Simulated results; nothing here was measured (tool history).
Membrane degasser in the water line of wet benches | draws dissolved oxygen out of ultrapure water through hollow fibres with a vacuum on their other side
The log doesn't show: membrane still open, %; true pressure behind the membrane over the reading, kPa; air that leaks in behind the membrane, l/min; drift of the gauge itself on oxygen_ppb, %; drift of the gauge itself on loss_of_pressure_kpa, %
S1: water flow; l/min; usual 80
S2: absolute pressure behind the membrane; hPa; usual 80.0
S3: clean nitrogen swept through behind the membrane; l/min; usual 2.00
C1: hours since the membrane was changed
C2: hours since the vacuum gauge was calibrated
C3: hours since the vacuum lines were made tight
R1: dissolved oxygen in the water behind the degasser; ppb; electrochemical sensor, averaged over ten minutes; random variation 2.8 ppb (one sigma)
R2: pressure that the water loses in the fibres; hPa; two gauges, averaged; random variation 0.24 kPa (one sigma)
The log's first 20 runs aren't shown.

run	hour	S1	S2	S3	C1	C2	C3	R1	R2
21	4465.4	77	80.0	1.05	10451	3338	3589	597.6	673.6
22	4603.0	85	49.7	3.21	10589	3476	3727	116.1	741.3
23	4927.1	85	49.7	3.21	10913	3800	4051	118.5	742.3
24	5165.1	85	49.7	3.21	11151	4038	4289	118.2	744.2
25	5437.1	114	159.0	3.21	11423	4310	4561	881.5	1008.4
26	5635.8	114	159.0	3.21	11622	4509	4760	887.2	1004.9
# hour 5910.1: vacuum gauge calibrated
27	5911.6	114	159.0	3.21	11897	2	5035	866.1	1010.1
28	6064.1	124	107.6	2.00	12049	154	5187	822.6	1098.2
29	6199.4	50	127.2	3.36	12185	289	5323	318.4	446.2
30	6337.5	117	127.2	5.68	12323	427	5461	442.8	1043.0
31	6598.0	79	127.2	1.14	12583	688	5721	1071.7	707.5

Forecast each of these 5 alternatives for the next run:
A	6816.6	63	53.8	2.26	12802	906	5940	?	?
B	6816.6	87	79.1	1.14	12802	906	5940	?	?
C	6816.6	80	80.0	1.03	12802	906	5940	?	?
D	6816.6	96	131.2	1.35	12802	906	5940	?	?
E	6816.6	79	127.2	0.83	12802	906	5940	?	?

run	R1	R2
A	135.1	564.7
B	601.3	773.8
C	608.6	718.0
D	1115.1	857.7
E	1285.6	710.4
Without the tool's hidden state the same runs would have given:
run	R1	R2
A	129.2	499.5
B	589.7	684.0
C	598.8	635.0
D	1103.9	758.5
E	1280.0	628.3

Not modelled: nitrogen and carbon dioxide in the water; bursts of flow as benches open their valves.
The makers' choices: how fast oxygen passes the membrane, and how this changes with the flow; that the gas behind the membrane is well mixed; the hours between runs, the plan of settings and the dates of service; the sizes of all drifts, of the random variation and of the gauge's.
